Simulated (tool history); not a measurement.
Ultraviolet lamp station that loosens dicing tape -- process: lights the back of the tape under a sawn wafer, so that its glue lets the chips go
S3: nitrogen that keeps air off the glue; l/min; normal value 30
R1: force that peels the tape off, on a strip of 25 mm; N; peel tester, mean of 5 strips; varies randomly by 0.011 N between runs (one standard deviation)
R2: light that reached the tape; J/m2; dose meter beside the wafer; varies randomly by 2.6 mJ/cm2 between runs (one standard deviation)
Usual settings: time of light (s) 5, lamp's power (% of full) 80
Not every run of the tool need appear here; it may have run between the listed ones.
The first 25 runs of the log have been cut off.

-- hour=235.7 window cleaned of glue's vapour
run 26 hour=241.5 | time_of_light_(s)=5 lamp's_power_(%_of_full)=92 S3=50 | R1=0.251 R2=3980
run 27 hour=247.1 | time_of_light_(s)=5 lamp's_power_(%_of_full)=92 S3=50 | R1=0.25 R2=3990
run 28 hour=257.4 | time_of_light_(s)=5 lamp's_power_(%_of_full)=77 S3=23 | R1=0.599 R2=3360
run 29 hour=267.4 | time_of_light_(s)=6 lamp's_power_(%_of_full)=80 S3=33 | R1=0.276 R2=4170
run 30 hour=280.8 | time_of_light_(s)=9 lamp's_power_(%_of_full)=80 S3=30 | R1=0.147 R2=6250
run 31 hour=286.9 | time_of_light_(s)=7 lamp's_power_(%_of_full)=80 S3=30 | R1=0.205 R2=4840
run 32 hour=297.7 | time_of_light_(s)=2 lamp's_power_(%_of_full)=90 S3=30 | R1=2.467 R2=1530
run 33 hour=303.6 | time_of_light_(s)=2 lamp's_power_(%_of_full)=90 S3=30 | R1=2.477 R2=1560

Below are 5 alternative next runs, each starting from the tool's condition after run 33. Predict each:
run A hour=309.3 | time_of_light_(s)=4 lamp's_power_(%_of_full)=86 S3=31 | R1=? R2=?
run B hour=309.3 | time_of_light_(s)=9 lamp's_power_(%_of_full)=80 S3=17 | R1=? R2=?
run C hour=309.3 | time_of_light_(s)=2 lamp's_power_(%_of_full)=65 S3=30 | R1=? R2=?
run D hour=309.3 | time_of_light_(s)=3 lamp's_power_(%_of_full)=65 S3=30 | R1=? R2=?
run E hour=309.3 | time_of_light_(s)=5 lamp's_power_(%_of_full)=87 S3=29 | R1=? R2=?

run=A R1=0.646 R2=2950
run=B R1=0.169 R2=6310
run=C R1=3.644 R2=1150
run=D R1=2.106 R2=1700
run=E R1=0.375 R2=3690
Stripped of hidden state, with their random variation kept, the same runs would have yielded:
run=A R1=0.645 R2=2950
run=B R1=0.169 R2=6320
run=C R1=3.64 R2=1150
run=D R1=2.104 R2=1700
run=E R1=0.374 R2=3700

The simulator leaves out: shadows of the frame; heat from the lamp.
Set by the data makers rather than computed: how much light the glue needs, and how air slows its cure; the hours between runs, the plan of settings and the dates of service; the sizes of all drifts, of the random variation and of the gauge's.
